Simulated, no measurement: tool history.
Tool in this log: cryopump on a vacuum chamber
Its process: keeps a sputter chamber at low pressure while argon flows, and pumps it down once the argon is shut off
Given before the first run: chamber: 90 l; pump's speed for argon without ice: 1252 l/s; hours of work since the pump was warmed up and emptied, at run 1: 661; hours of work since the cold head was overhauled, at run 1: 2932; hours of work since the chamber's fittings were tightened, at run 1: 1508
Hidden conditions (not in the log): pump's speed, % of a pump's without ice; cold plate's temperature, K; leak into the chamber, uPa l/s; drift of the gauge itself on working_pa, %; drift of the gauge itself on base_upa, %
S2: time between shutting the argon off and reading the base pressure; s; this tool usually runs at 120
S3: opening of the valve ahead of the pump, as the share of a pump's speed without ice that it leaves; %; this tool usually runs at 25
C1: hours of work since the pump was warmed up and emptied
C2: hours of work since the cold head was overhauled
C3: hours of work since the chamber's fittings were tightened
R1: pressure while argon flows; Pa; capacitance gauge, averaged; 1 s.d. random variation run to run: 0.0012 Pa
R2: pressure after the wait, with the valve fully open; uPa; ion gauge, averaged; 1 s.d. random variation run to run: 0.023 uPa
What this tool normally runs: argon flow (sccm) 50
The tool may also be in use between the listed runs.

{"run": 1, "hour": 0.0, "argon flow (sccm)": 50, "S2": 120, "S3": 25, "C1": 661, "C2": 2932, "C3": 1508, "R1": 0.2867, "R2": 1.47}
{"run": 2, "hour": 88.4, "argon flow (sccm)": 50, "S2": 120, "S3": 25, "C1": 740, "C2": 3011, "C3": 1587, "R1": 0.2884, "R2": 1.52}
{"run": 3, "hour": 140.4, "argon flow (sccm)": 55, "S2": 120, "S3": 25, "C1": 787, "C2": 3058, "C3": 1633, "R1": 0.3208, "R2": 1.59}
{"run": 4, "hour": 183.9, "argon flow (sccm)": 55, "S2": 120, "S3": 25, "C1": 825, "C2": 3096, "C3": 1672, "R1": 0.3219, "R2": 1.64}
{"run": 5, "hour": 232.5, "argon flow (sccm)": 55, "S2": 74, "S3": 25, "C1": 869, "C2": 3140, "C3": 1716, "R1": 0.3225, "R2": 1.99}
{"run": 6, "hour": 281.6, "argon flow (sccm)": 55, "S2": 74, "S3": 25, "C1": 913, "C2": 3184, "C3": 1759, "R1": 0.3265, "R2": 2.07}
{"run": 7, "hour": 335.1, "argon flow (sccm)": 85, "S2": 74, "S3": 25, "C1": 960, "C2": 3231, "C3": 1807, "R1": 0.5026, "R2": 2.11}
{"run": 8, "hour": 379.9, "argon flow (sccm)": 85, "S2": 74, "S3": 25, "C1": 1000, "C2": 3271, "C3": 1847, "R1": 0.5064, "R2": 2.14}
{"run": 9, "hour": 429.7, "argon flow (sccm)": 85, "S2": 74, "S3": 25, "C1": 1045, "C2": 3316, "C3": 1892, "R1": 0.5106, "R2": 2.2}
{"hour": 446.5, "done": "pump warmed up, emptied and cooled again"}
{"run": 10, "hour": 479.0, "argon flow (sccm)": 50, "S2": 120, "S3": 35, "C1": 29, "C2": 3355, "C3": 1931, "R1": 0.1945, "R2": 1.45}
{"hour": 551.1, "done": "leaking fittings of the chamber tightened, without venting"}
{"run": 11, "hour": 567.5, "argon flow (sccm)": 50, "S2": 120, "S3": 35, "C1": 106, "C2": 3433, "C3": 15, "R1": 0.1966, "R2": 0.86}
{"run": 12, "hour": 657.8, "argon flow (sccm)": 50, "S2": 120, "S3": 35, "C1": 187, "C2": 3513, "C3": 95, "R1": 0.1997, "R2": 0.9}
{"run": 13, "hour": 735.1, "argon flow (sccm)": 50, "S2": 120, "S3": 58, "C1": 256, "C2": 3582, "C3": 164, "R1": 0.1238, "R2": 0.89}
{"run": 14, "hour": 820.7, "argon flow (sccm)": 42, "S2": 120, "S3": 51, "C1": 332, "C2": 3659, "C3": 241, "R1": 0.1202, "R2": 1.02}
{"run": 15, "hour": 880.8, "argon flow (sccm)": 27, "S2": 70, "S3": 16, "C1": 386, "C2": 3713, "C3": 294, "R1": 0.2307, "R2": 1.39}
{"run": 16, "hour": 958.7, "argon flow (sccm)": 26, "S2": 35, "S3": 46, "C1": 456, "C2": 3782, "C3": 364, "R1": 0.0817, "R2": 2.38}
{"run": 17, "hour": 1045.1, "argon flow (sccm)": 78, "S2": 52, "S3": 19, "C1": 533, "C2": 3859, "C3": 441, "R1": 0.5759, "R2": 1.8}
{"run": 18, "hour": 1119.1, "argon flow (sccm)": 78, "S2": 89, "S3": 19, "C1": 599, "C2": 3925, "C3": 507, "R1": 0.58, "R2": 1.26}
{"run": 19, "hour": 1164.2, "argon flow (sccm)": 20, "S2": 32, "S3": 45, "C1": 639, "C2": 3966, "C3": 547, "R1": 0.0671, "R2": 2.66}
{"run": 20, "hour": 1224.2, "argon flow (sccm)": 53, "S2": 180, "S3": 18, "C1": 693, "C2": 4019, "C3": 601, "R1": 0.4194, "R2": 1}
{"run": 21, "hour": 1285.7, "argon flow (sccm)": 97, "S2": 226, "S3": 49, "C1": 748, "C2": 4074, "C3": 656, "R1": 0.3104, "R2": 0.98}
{"run": 22, "hour": 1346.4, "argon flow (sccm)": 61, "S2": 194, "S3": 25, "C1": 802, "C2": 4128, "C3": 710, "R1": 0.3582, "R2": 1.04}
{"run": 23, "hour": 1419.9, "argon flow (sccm)": 50, "S2": 148, "S3": 26, "C1": 867, "C2": 4194, "C3": 776, "R1": 0.2849, "R2": 1.18}
{"run": 24, "hour": 1493.6, "argon flow (sccm)": 40, "S2": 148, "S3": 21, "C1": 933, "C2": 4260, "C3": 842, "R1": 0.2791, "R2": 1.22}

Forecast each of these 5 alternatives for the next run:
{"run": "A", "hour": 1573.4, "argon flow (sccm)": 27, "S2": 120, "S3": 25, "C1": 1004, "C2": 4331, "C3": 913, "R1": "?", "R2": "?"}
{"run": "B", "hour": 1573.4, "argon flow (sccm)": 28, "S2": 148, "S3": 38, "C1": 1004, "C2": 4331, "C3": 913, "R1": "?", "R2": "?"}
{"run": "C", "hour": 1573.4, "argon flow (sccm)": 50, "S2": 120, "S3": 31, "C1": 1004, "C2": 4331, "C3": 913, "R1": "?", "R2": "?"}
{"run": "D", "hour": 1573.4, "argon flow (sccm)": 21, "S2": 221, "S3": 21, "C1": 1004, "C2": 4331, "C3": 913, "R1": "?", "R2": "?"}
{"run": "E", "hour": 1573.4, "argon flow (sccm)": 79, "S2": 53, "S3": 47, "C1": 1004, "C2": 4331, "C3": 913, "R1": "?", "R2": "?"}

run=A R1=0.1625 R2=1.32
run=B R1=0.1176 R2=1.22
run=C R1=0.2512 R2=1.36
run=D R1=0.1498 R2=1.15
run=E R1=0.2779 R2=2.14
With no hidden state in the tool, these same runs would have given:
run=A R1=0.1451 R2=0.76
run=B R1=0.0995 R2=0.66
run=C R1=0.2189 R2=0.79
run=D R1=0.1361 R2=0.57
run=E R1=0.2268 R2=1.56
